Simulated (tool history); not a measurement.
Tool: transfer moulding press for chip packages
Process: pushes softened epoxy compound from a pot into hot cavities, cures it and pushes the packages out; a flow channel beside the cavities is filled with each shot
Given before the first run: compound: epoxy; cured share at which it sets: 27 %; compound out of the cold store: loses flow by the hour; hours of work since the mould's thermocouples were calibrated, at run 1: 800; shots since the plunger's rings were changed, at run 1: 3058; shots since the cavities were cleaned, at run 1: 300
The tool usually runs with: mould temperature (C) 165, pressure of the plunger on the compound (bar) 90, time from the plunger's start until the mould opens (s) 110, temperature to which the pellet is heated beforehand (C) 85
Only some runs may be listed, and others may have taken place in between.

run,hour,mould temperature (C),pressure of the plunger on the compound (bar),time from the plunger's start until the mould opens (s),temperature to which the pellet is heated beforehand (C),hours of work since the mould's thermocouples were calibrated,shots since the plunger's rings were changed,shots since the cavities were cleaned,incoming compound's hours out of the cold store,length that the compound runs in the flow channel (mm),greatest force on the pins that push the packages out (N)
1,0,165,90,110,85,800,3058,300,15.2,868,399
2,28.2,165,90,110,85,818,3375,617,12.5,883,489
# hour 59.7: mould's thermocouples calibrated
# hour 66.1: cavities cleaned with cleaning compound and waxed
3,74.9,165,90,110,85,9,3862,99,38.2,714,283
4,110.8,165,90,110,85,31,4266,503,14.3,837,439
# hour 121.1: plunger's sealing rings changed
5,148.9,165,90,110,85,53,313,905,24.4,845,482
# hour 161.8: cavities cleaned with cleaning compound and waxed
6,208.9,165,90,110,85,90,972,530,39.6,756,413
# hour 254.2: cavities cleaned with cleaning compound and waxed
7,263.2,165,90,98,85,122,1567,101,20.1,843,371
8,305.9,165,90,98,85,149,2049,583,35.8,751,490
9,331.1,165,90,98,85,165,2332,866,16,868,595
# hour 344.8: cavities cleaned with cleaning compound and waxed
10,367.2,165,90,98,85,186,2722,253,12.7,882,428
11,410.5,165,90,110,85,213,3210,741,37.2,735,431
# hour 435.6: cavities cleaned with cleaning compound and waxed
12,437.9,165,90,110,85,229,3502,26,24.7,802,274
13,464.7,165,89.1,110,89,246,3804,328,10.7,878,398
14,497.4,173,74.9,110,76,267,4172,696,15.8,739,402
# hour 516.7: plunger's sealing rings changed
# hour 530.7: cavities cleaned with cleaning compound and waxed
15,556,172,93.1,126,82,301,427,285,19,869,301
16,591.5,165,83.5,110,85,323,827,685,37,745,430
# hour 624.7: cavities cleaned with cleaning compound and waxed
17,650.9,165,83.5,106,78,359,1479,295,30.3,774,382
18,696.9,170,76.1,106,77,387,1997,813,25.4,735,427
# hour 718.2: cavities cleaned with cleaning compound and waxed
19,729.4,170,85.2,96,76,407,2347,127,40.5,691,296
20,770.7,173,78.1,96,79,433,2812,592,45.3,635,401
21,805.8,173,78.1,96,79,454,3207,987,37.1,673,439
# hour 810: cavities cleaned with cleaning compound and waxed
22,837.8,163,84.8,96,79,473,3552,313,23.8,792,567
23,868.4,165,90,104,79,493,3896,657,30.6,764,493
# hour 904.6: cavities cleaned with cleaning compound and waxed
# hour 911.8: plunger's sealing rings changed
24,930,158,102.6,104,79,528,205,258,28.5,928,655

Here are 4 independent what-if runs from the current tool condition. What would each one return?
A,958,165,74.4,110,85,546,521,574,22.3,?,?
B,958,159,90,110,90,546,521,574,15.6,?,?
C,958,166,102.6,127,88,546,521,574,11.7,?,?
D,958,158,75.2,104,79,546,521,574,19.7,?,?

run,length that the compound runs in the flow channel (mm),greatest force on the pins that push the packages out (N)
A,786,452
B,951,694
C,992,391
D,823,846
Stripped of hidden state, with their random variation kept, the same runs would have yielded:
run,length that the compound runs in the flow channel (mm),greatest force on the pins that push the packages out (N)
A,795,259
B,961,389
C,1003,232
D,832,472
